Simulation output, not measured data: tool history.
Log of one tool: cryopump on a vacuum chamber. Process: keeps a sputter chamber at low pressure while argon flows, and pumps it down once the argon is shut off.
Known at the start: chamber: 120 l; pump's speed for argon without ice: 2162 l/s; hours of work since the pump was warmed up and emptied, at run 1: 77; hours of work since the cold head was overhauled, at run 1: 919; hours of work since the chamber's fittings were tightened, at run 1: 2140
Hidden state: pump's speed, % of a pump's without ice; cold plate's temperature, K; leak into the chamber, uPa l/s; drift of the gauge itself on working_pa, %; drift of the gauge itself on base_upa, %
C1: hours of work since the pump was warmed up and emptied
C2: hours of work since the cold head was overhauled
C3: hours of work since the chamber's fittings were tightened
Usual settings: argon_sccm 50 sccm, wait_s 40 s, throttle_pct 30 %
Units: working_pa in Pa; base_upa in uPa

Run 1, hour 0: usual settings; C1 77; C2 919; C3 2140. Result: working_pa 0.1326 Pa, base_upa 1.67 uPa.
Run 2, hour 31.5: usual settings; C1 102; C2 945; C3 2165. Result: working_pa 0.1334 Pa, base_upa 1.69 uPa.
Run 3, hour 67.3: usual settings; C1 131; C2 974; C3 2194. Result: working_pa 0.1356 Pa, base_upa 1.69 uPa.
Run 4, hour 104.8: usual settings; C1 161; C2 1004; C3 2225. Result: working_pa 0.1348 Pa, base_upa 1.75 uPa.
Run 5, hour 121.4: usual settings but wait_s 25 s; C1 175; C2 1018; C3 2238. Result: working_pa 0.1362 Pa, base_upa 2.39 uPa.
Run 6, hour 156.3: usual settings but wait_s 25 s; C1 203; C2 1046; C3 2267. Result: working_pa 0.1359 Pa, base_upa 2.45 uPa.
Run 7, hour 173.5: usual settings but wait_s 25 s; C1 217; C2 1060; C3 2280. Result: working_pa 0.1382 Pa, base_upa 2.42 uPa.
Run 8, hour 196.5: usual settings but wait_s 25 s; C1 236; C2 1078; C3 2299. Result: working_pa 0.1384 Pa, base_upa 2.41 uPa.
Run 9, hour 229.7: usual settings but wait_s 25 s; C1 263; C2 1105; C3 2326. Result: working_pa 0.1382 Pa, base_upa 2.56 uPa.
Run 10, hour 252.6: usual settings but wait_s 25 s, throttle_pct 27 %; C1 281; C2 1124; C3 2345. Result: working_pa 0.1541 Pa, base_upa 2.5 uPa.
Run 11, hour 279.3: usual settings but argon_sccm 23 sccm, wait_s 25 s, throttle_pct 52 %; C1 303; C2 1145; C3 2366. Result: working_pa 0.0396 Pa, base_upa 2.44 uPa.
Run 12, hour 301.4: usual settings but argon_sccm 23 sccm, wait_s 25 s, throttle_pct 52 %; C1 321; C2 1163; C3 2384. Result: working_pa 0.0389 Pa, base_upa 2.49 uPa.
Run 13, hour 338: usual settings but argon_sccm 76 sccm, wait_s 121 s, throttle_pct 33 %; C1 350; C2 1193; C3 2414. Result: working_pa 0.1978 Pa, base_upa 1.11 uPa.
Run 14, hour 363.9: usual settings but argon_sccm 46 sccm, wait_s 273 s, throttle_pct 36 %; C1 371; C2 1214; C3 2435. Result: working_pa 0.1117 Pa, base_upa 0.93 uPa.
Run 15, hour 395: usual settings but wait_s 180 s, throttle_pct 56 %; C1 396; C2 1239; C3 2460. Result: working_pa 0.0845 Pa, base_upa 1.01 uPa.
At hour 421.5: pump warmed up, emptied and cooled again.
Run 16, hour 421.7: usual settings but wait_s 180 s, throttle_pct 56 %; C1 0; C2 1257; C3 2477. Result: working_pa 0.0704 Pa, base_upa 0.8 uPa.
Run 17, hour 440.1: usual settings but wait_s 107 s, throttle_pct 17 %; C1 15; C2 1272; C3 2492. Result: working_pa 0.2313 Pa, base_upa 1.02 uPa.
Run 18, hour 473.6: usual settings but wait_s 157 s, throttle_pct 23 %; C1 42; C2 1299; C3 2519. Result: working_pa 0.1718 Pa, base_upa 0.87 uPa.
Run 19, hour 499.3: usual settings but argon_sccm 92 sccm, wait_s 30 s, throttle_pct 47 %; C1 63; C2 1319; C3 2540. Result: working_pa 0.1578 Pa, base_upa 2.14 uPa.

4 ways to go on from here, each from the tool as it stands after run 19. What would each give?
Run A, hour 535.8: usual settings but argon_sccm 92 sccm, wait_s 286 s, throttle_pct 41 %; C1 93; C2 1349; C3 2570. Result: working_pa ?, base_upa ?.
Run B, hour 535.8: usual settings but argon_sccm 92 sccm, wait_s 62 s, throttle_pct 47 %; C1 93; C2 1349; C3 2570. Result: working_pa ?, base_upa ?.
Run C, hour 535.8: usual settings but argon_sccm 92 sccm, wait_s 243 s, throttle_pct 47 %; C1 93; C2 1349; C3 2570. Result: working_pa ?, base_upa ?.
Run D, hour 535.8: usual settings but argon_sccm 92 sccm, wait_s 22 s, throttle_pct 49 %; C1 93; C2 1349; C3 2570. Result: working_pa ?, base_upa ?.

run  working_pa  base_upa
  A      0.1807      0.77
  B      0.1576      1.32
  C      0.1581       0.8
  D      0.1524      2.74
Without the tool's hidden state the same runs would have given:
run  working_pa  base_upa
  A      0.1746      0.29
  B      0.1516      0.86
  C      0.1521      0.31
  D      0.1463      2.25
